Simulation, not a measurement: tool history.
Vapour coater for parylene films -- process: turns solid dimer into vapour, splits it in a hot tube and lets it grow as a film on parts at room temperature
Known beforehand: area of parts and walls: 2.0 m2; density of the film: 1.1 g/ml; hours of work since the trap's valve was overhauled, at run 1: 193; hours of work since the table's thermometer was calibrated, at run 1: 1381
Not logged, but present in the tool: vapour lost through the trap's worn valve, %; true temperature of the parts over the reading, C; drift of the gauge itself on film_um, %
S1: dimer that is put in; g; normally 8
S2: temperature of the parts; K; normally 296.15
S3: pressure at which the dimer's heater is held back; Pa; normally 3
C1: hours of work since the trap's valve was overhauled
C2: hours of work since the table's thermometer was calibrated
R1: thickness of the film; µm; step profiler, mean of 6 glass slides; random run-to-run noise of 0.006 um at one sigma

{"run": 1, "hour": 0.0, "S1": 8, "S2": 296.15, "S3": 3, "C1": 193, "C2": 1381, "R1": 1.7}
{"run": 2, "hour": 58.0, "S1": 8, "S2": 296.15, "S3": 3, "C1": 242, "C2": 1430, "R1": 1.695}
{"run": 3, "hour": 100.8, "S1": 8, "S2": 292.15, "S3": 3, "C1": 278, "C2": 1467, "R1": 2.037}
{"run": 4, "hour": 153.1, "S1": 8, "S2": 292.15, "S3": 3, "C1": 323, "C2": 1511, "R1": 2.03}
{"run": 5, "hour": 195.5, "S1": 8, "S2": 296.15, "S3": 3, "C1": 358, "C2": 1547, "R1": 1.663}
{"run": 6, "hour": 222.7, "S1": 8, "S2": 296.15, "S3": 3, "C1": 381, "C2": 1570, "R1": 1.654}
{"run": 7, "hour": 260.8, "S1": 8, "S2": 296.15, "S3": 2.14, "C1": 414, "C2": 1602, "R1": 1.709}
{"hour": 270.6, "done": "table's thermometer calibrated"}
{"run": 8, "hour": 313.0, "S1": 8, "S2": 296.15, "S3": 2.14, "C1": 457, "C2": 36, "R1": 1.727}
{"run": 9, "hour": 352.9, "S1": 3, "S2": 296.15, "S3": 3, "C1": 491, "C2": 70, "R1": 0.631}
{"run": 10, "hour": 396.9, "S1": 3, "S2": 296.15, "S3": 3, "C1": 528, "C2": 107, "R1": 0.631}
{"hour": 409.4, "done": "trap's valve overhauled"}
{"run": 11, "hour": 440.7, "S1": 8, "S2": 296.15, "S3": 6.49, "C1": 27, "C2": 141, "R1": 1.626}
{"run": 12, "hour": 490.3, "S1": 8, "S2": 296.15, "S3": 6.49, "C1": 68, "C2": 182, "R1": 1.607}
{"run": 13, "hour": 515.5, "S1": 8, "S2": 296.15, "S3": 6.49, "C1": 90, "C2": 204, "R1": 1.613}
{"run": 14, "hour": 541.4, "S1": 8, "S2": 296.15, "S3": 6.49, "C1": 112, "C2": 226, "R1": 1.616}
{"run": 15, "hour": 568.0, "S1": 8, "S2": 296.15, "S3": 3, "C1": 134, "C2": 248, "R1": 1.725}
{"run": 16, "hour": 612.1, "S1": 8, "S2": 296.15, "S3": 3, "C1": 172, "C2": 286, "R1": 1.72}
{"run": 17, "hour": 660.5, "S1": 8, "S2": 296.15, "S3": 3, "C1": 213, "C2": 327, "R1": 1.705}
{"run": 18, "hour": 712.7, "S1": 8, "S2": 290.15, "S3": 3, "C1": 257, "C2": 371, "R1": 2.27}
{"run": 19, "hour": 766.3, "S1": 8, "S2": 290.15, "S3": 3, "C1": 302, "C2": 416, "R1": 2.263}
{"run": 20, "hour": 816.8, "S1": 8, "S2": 290.15, "S3": 3, "C1": 345, "C2": 459, "R1": 2.256}
{"run": 21, "hour": 849.3, "S1": 8, "S2": 300.15, "S3": 2.16, "C1": 372, "C2": 486, "R1": 1.415}
{"run": 22, "hour": 888.1, "S1": 8, "S2": 296.15, "S3": 5.85, "C1": 405, "C2": 519, "R1": 1.559}
{"run": 23, "hour": 921.9, "S1": 3, "S2": 296.15, "S3": 3, "C1": 434, "C2": 548, "R1": 0.618}
{"run": 24, "hour": 981.6, "S1": 3, "S2": 296.15, "S3": 3, "C1": 484, "C2": 598, "R1": 0.618}
{"run": 25, "hour": 1015.6, "S1": 3, "S2": 296.15, "S3": 3, "C1": 513, "C2": 627, "R1": 0.622}
{"hour": 1046.1, "done": "trap's valve overhauled"}
{"run": 26, "hour": 1051.6, "S1": 4, "S2": 296.15, "S3": 3.92, "C1": 5, "C2": 654, "R1": 0.845}
{"run": 27, "hour": 1087.4, "S1": 7, "S2": 307.15, "S3": 3, "C1": 35, "C2": 684, "R1": 0.884}
{"run": 28, "hour": 1115.7, "S1": 9, "S2": 297.15, "S3": 11.93, "C1": 59, "C2": 708, "R1": 1.636}
{"run": 29, "hour": 1145.9, "S1": 9, "S2": 297.15, "S3": 11.93, "C1": 84, "C2": 734, "R1": 1.616}
{"run": 30, "hour": 1207.5, "S1": 11, "S2": 298.15, "S3": 3, "C1": 137, "C2": 786, "R1": 2.119}
{"run": 31, "hour": 1257.2, "S1": 10, "S2": 300.15, "S3": 8.59, "C1": 179, "C2": 828, "R1": 1.58}
{"run": 32, "hour": 1298.5, "S1": 7, "S2": 289.15, "S3": 7.82, "C1": 214, "C2": 863, "R1": 1.898}
{"run": 33, "hour": 1347.0, "S1": 8, "S2": 296.15, "S3": 5.02, "C1": 255, "C2": 904, "R1": 1.619}
{"run": 34, "hour": 1375.2, "S1": 7, "S2": 296.15, "S3": 6.32, "C1": 279, "C2": 928, "R1": 1.363}
{"run": 35, "hour": 1422.4, "S1": 13, "S2": 296.15, "S3": 8.05, "C1": 318, "C2": 968, "R1": 2.479}
{"run": 36, "hour": 1482.4, "S1": 5, "S2": 294.15, "S3": 8.06, "C1": 369, "C2": 1019, "R1": 1.05}
{"run": 37, "hour": 1544.3, "S1": 3, "S2": 300.15, "S3": 6.23, "C1": 422, "C2": 1071, "R1": 0.471}
{"run": 38, "hour": 1582.6, "S1": 10, "S2": 293.15, "S3": 3.48, "C1": 454, "C2": 1104, "R1": 2.338}
{"run": 39, "hour": 1620.5, "S1": 10, "S2": 293.15, "S3": 3.48, "C1": 486, "C2": 1136, "R1": 2.33}
{"run": 40, "hour": 1651.3, "S1": 10, "S2": 293.15, "S3": 3.48, "C1": 512, "C2": 1162, "R1": 2.336}

Alternative continuations, all from the tool just after run 40; predict every row:
{"hour": 1681.6, "done": "trap's valve overhauled"}
{"run": "A", "hour": 1704.4, "S1": 3, "S2": 299.15, "S3": 4.3, "C1": 19, "C2": 1203, "R1": "?"}
{"hour": 1681.6, "done": "trap's valve overhauled"}
{"run": "B", "hour": 1704.4, "S1": 4, "S2": 301.15, "S3": 3.48, "C1": 19, "C2": 1203, "R1": "?"}
{"hour": 1681.6, "done": "trap's valve overhauled"}
{"run": "C", "hour": 1704.4, "S1": 10, "S2": 293.15, "S3": 2.04, "C1": 19, "C2": 1203, "R1": "?"}
{"hour": 1681.6, "done": "trap's valve overhauled"}
{"run": "D", "hour": 1704.4, "S1": 4, "S2": 303.15, "S3": 10.54, "C1": 19, "C2": 1203, "R1": "?"}

run=A R1=0.535
run=B R1=0.675
run=C R1=2.585
run=D R1=0.554
Without the tool's hidden state the same runs would have given:
run=A R1=0.548
run=B R1=0.691
run=C R1=2.646
run=D R1=0.567

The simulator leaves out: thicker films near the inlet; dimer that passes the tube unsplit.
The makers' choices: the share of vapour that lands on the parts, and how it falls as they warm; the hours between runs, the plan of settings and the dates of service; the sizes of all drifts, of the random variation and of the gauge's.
